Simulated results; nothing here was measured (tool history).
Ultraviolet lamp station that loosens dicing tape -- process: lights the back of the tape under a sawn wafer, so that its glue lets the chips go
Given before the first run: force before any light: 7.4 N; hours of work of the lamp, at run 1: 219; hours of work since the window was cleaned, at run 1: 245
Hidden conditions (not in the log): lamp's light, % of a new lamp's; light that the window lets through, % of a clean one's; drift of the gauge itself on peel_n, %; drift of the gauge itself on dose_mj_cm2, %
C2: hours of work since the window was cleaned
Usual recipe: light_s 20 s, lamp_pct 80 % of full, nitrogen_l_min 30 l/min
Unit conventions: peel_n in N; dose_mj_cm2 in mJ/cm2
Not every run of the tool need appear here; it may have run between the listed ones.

run 1 hour=0.0 | light_s=20 lamp_pct=80 nitrogen_l_min=30 | hours_of_work_of_the_lamp=219 C2=245 | peel_n=1.139 dose_mj_cm2=204
run 2 hour=27.0 | light_s=20 lamp_pct=80 nitrogen_l_min=30 | hours_of_work_of_the_lamp=234 C2=261 | peel_n=1.104 dose_mj_cm2=201
run 3 hour=58.9 | light_s=20 lamp_pct=80 nitrogen_l_min=30 | hours_of_work_of_the_lamp=252 C2=279 | peel_n=1.137 dose_mj_cm2=205
run 4 hour=73.2 | light_s=20 lamp_pct=80 nitrogen_l_min=30 | hours_of_work_of_the_lamp=260 C2=287 | peel_n=1.122 dose_mj_cm2=200
run 5 hour=95.4 | light_s=20 lamp_pct=80 nitrogen_l_min=30 | hours_of_work_of_the_lamp=273 C2=300 | peel_n=1.227 dose_mj_cm2=196
run 6 hour=112.2 | light_s=20 lamp_pct=80 nitrogen_l_min=30 | hours_of_work_of_the_lamp=283 C2=309 | peel_n=1.220 dose_mj_cm2=198
run 7 hour=143.7 | light_s=20 lamp_pct=80 nitrogen_l_min=30 | hours_of_work_of_the_lamp=300 C2=327 | peel_n=1.192 dose_mj_cm2=193
run 8 hour=170.3 | light_s=20 lamp_pct=80 nitrogen_l_min=30 | hours_of_work_of_the_lamp=316 C2=342 | peel_n=1.199 dose_mj_cm2=200
run 9 hour=191.8 | light_s=20 lamp_pct=80 nitrogen_l_min=30 | hours_of_work_of_the_lamp=328 C2=354 | peel_n=1.228 dose_mj_cm2=193
run 10 hour=224.6 | light_s=29 lamp_pct=80 nitrogen_l_min=30 | hours_of_work_of_the_lamp=346 C2=373 | peel_n=0.611 dose_mj_cm2=278
run 11 hour=240.5 | light_s=20 lamp_pct=97 nitrogen_l_min=30 | hours_of_work_of_the_lamp=356 C2=382 | peel_n=0.882 dose_mj_cm2=234
run 12 hour=263.8 | light_s=26 lamp_pct=97 nitrogen_l_min=15 | hours_of_work_of_the_lamp=369 C2=395 | peel_n=0.843 dose_mj_cm2=301
run 13 hour=283.3 | light_s=26 lamp_pct=97 nitrogen_l_min=15 | hours_of_work_of_the_lamp=380 C2=406 | peel_n=0.818 dose_mj_cm2=294
run 14 hour=317.5 | light_s=26 lamp_pct=97 nitrogen_l_min=15 | hours_of_work_of_the_lamp=399 C2=426 | peel_n=0.842 dose_mj_cm2=295
run 15 hour=333.0 | light_s=26 lamp_pct=97 nitrogen_l_min=15 | hours_of_work_of_the_lamp=408 C2=435 | peel_n=0.875 dose_mj_cm2=294
run 16 hour=364.2 | light_s=26 lamp_pct=97 nitrogen_l_min=15 | hours_of_work_of_the_lamp=426 C2=452 | peel_n=0.846 dose_mj_cm2=288
run 17 hour=378.6 | light_s=13 lamp_pct=71 nitrogen_l_min=46 | hours_of_work_of_the_lamp=434 C2=461 | peel_n=2.413 dose_mj_cm2=109
run 18 hour=398.5 | light_s=15 lamp_pct=69 nitrogen_l_min=15 | hours_of_work_of_the_lamp=445 C2=472 | peel_n=3.033 dose_mj_cm2=117
run 19 hour=420.4 | light_s=15 lamp_pct=69 nitrogen_l_min=15 | hours_of_work_of_the_lamp=458 C2=484 | peel_n=2.899 dose_mj_cm2=118
run 20 hour=441.4 | light_s=11 lamp_pct=90 nitrogen_l_min=15 | hours_of_work_of_the_lamp=470 C2=496 | peel_n=3.078 dose_mj_cm2=111
run 21 hour=473.8 | light_s=23 lamp_pct=67 nitrogen_l_min=14 | hours_of_work_of_the_lamp=488 C2=515 | peel_n=2.036 dose_mj_cm2=176
run 22 hour=497.3 | light_s=31 lamp_pct=80 nitrogen_l_min=28 | hours_of_work_of_the_lamp=502 C2=528 | peel_n=0.656 dose_mj_cm2=274

Hidden state or all else? Some run-to-run changes of peel_n, split into what the settings, what came in and random variation would give without the hidden state, and what is left for the hidden state (with any gauge scatter that isn't in both results):
Run 16 -> 17: light_s 26 -> 13, lamp_pct 97 -> 71, nitrogen_l_min 15 -> 46. peel_n +1.567 N: hidden state +0.254, all else +1.313.
Run 21 -> 22: light_s 23 -> 31, lamp_pct 67 -> 80, nitrogen_l_min 14 -> 28. peel_n -1.380 N: hidden state -0.310, all else -1.070.
